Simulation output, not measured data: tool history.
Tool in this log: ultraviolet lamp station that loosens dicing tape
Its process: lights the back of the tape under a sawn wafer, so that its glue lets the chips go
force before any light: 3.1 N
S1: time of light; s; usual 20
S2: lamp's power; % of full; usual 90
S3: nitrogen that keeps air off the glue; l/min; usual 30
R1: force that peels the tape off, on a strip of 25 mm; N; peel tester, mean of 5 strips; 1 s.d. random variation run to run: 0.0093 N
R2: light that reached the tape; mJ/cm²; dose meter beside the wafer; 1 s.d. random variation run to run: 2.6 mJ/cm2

run 1 hour=0 | S1=20 S2=90 S3=30 | R1=0.544 R2=256
run 2 hour=31.9 | S1=20 S2=74 S3=30 | R1=0.682 R2=211
run 3 hour=70 | S1=20 S2=74 S3=30 | R1=0.711 R2=203
run 4 hour=108.8 | S1=20 S2=74 S3=30 | R1=0.712 R2=203
run 5 hour=147.2 | S1=20 S2=74 S3=30 | R1=0.737 R2=202
run 6 hour=185.4 | S1=20 S2=74 S3=30 | R1=0.765 R2=202
run 7 hour=232.5 | S1=20 S2=90 S3=30 | R1=0.608 R2=238
run 8 hour=286.1 | S1=20 S2=90 S3=30 | R1=0.604 R2=231
run 9 hour=312.3 | S1=20 S2=90 S3=30 | R1=0.615 R2=234
run 10 hour=347.3 | S1=20 S2=98 S3=30 | R1=0.554 R2=249
run 11 hour=383.8 | S1=20 S2=90 S3=9 | R1=1.112 R2=226
-- hour=400.7 window cleaned of glue's vapour
run 12 hour=421.7 | S1=20 S2=90 S3=17 | R1=0.705 R2=268
run 13 hour=469.4 | S1=20 S2=90 S3=22 | R1=0.619 R2=268
run 14 hour=514.3 | S1=20 S2=90 S3=22 | R1=0.645 R2=261
run 15 hour=554.9 | S1=17 S2=90 S3=30 | R1=0.659 R2=218
run 16 hour=606.8 | S1=17 S2=90 S3=30 | R1=0.677 R2=213
run 17 hour=649 | S1=20 S2=90 S3=30 | R1=0.563 R2=251
run 18 hour=683.5 | S1=20 S2=100 S3=30 | R1=0.491 R2=274
run 19 hour=730 | S1=20 S2=90 S3=12 | R1=0.949 R2=243
run 20 hour=778.9 | S1=20 S2=90 S3=24 | R1=0.693 R2=239
run 21 hour=808 | S1=20 S2=67 S3=16 | R1=1.161 R2=175
run 22 hour=841.6 | S1=20 S2=90 S3=9 | R1=1.101 R2=234
run 23 hour=889.6 | S1=20 S2=90 S3=30 | R1=0.631 R2=228
run 24 hour=917.6 | S1=10 S2=85 S3=47 | R1=1.143 R2=107
-- hour=928.2 lamp changed
run 25 hour=947.9 | S1=10 S2=90 S3=23 | R1=1.141 R2=150
run 26 hour=999.6 | S1=20 S2=92 S3=27 | R1=0.474 R2=294
run 27 hour=1051.7 | S1=20 S2=75 S3=27 | R1=0.62 R2=235
run 28 hour=1076.6 | S1=20 S2=75 S3=27 | R1=0.64 R2=233
run 29 hour=1120.9 | S1=17 S2=87 S3=13 | R1=0.936 R2=226
run 30 hour=1151.9 | S1=32 S2=90 S3=24 | R1=0.316 R2=442
run 31 hour=1197.9 | S1=40 S2=74 S3=52 | R1=0.257 R2=448
run 32 hour=1231.7 | S1=40 S2=74 S3=52 | R1=0.256 R2=439
run 33 hour=1281.8 | S1=17 S2=90 S3=49 | R1=0.524 R2=222
-- hour=1314.7 window cleaned of glue's vapour
run 34 hour=1337.4 | S1=20 S2=79 S3=29 | R1=0.488 R2=276
run 35 hour=1390 | S1=20 S2=74 S3=30 | R1=0.527 R2=258
run 36 hour=1429.2 | S1=29 S2=81 S3=30 | R1=0.325 R2=400
run 37 hour=1466.9 | S1=29 S2=81 S3=30 | R1=0.329 R2=393

4 options for the next run, each taken on its own from the tool as it stands now. Forecast them:
run A hour=1524.8 | S1=16 S2=81 S3=12 | R1=? R2=?
run B hour=1524.8 | S1=20 S2=90 S3=14 | R1=? R2=?
run C hour=1524.8 | S1=26 S2=90 S3=18 | R1=? R2=?
run D hour=1524.8 | S1=18 S2=86 S3=30 | R1=? R2=?

run=A R1=1.027 R2=216
run=B R1=0.684 R2=298
run=C R1=0.424 R2=390
run=D R1=0.564 R2=254
Without the tool's hidden state the same runs would have given:
run=A R1=0.916 R2=241
run=B R1=0.593 R2=334
run=C R1=0.37 R2=437
run=D R1=0.487 R2=284
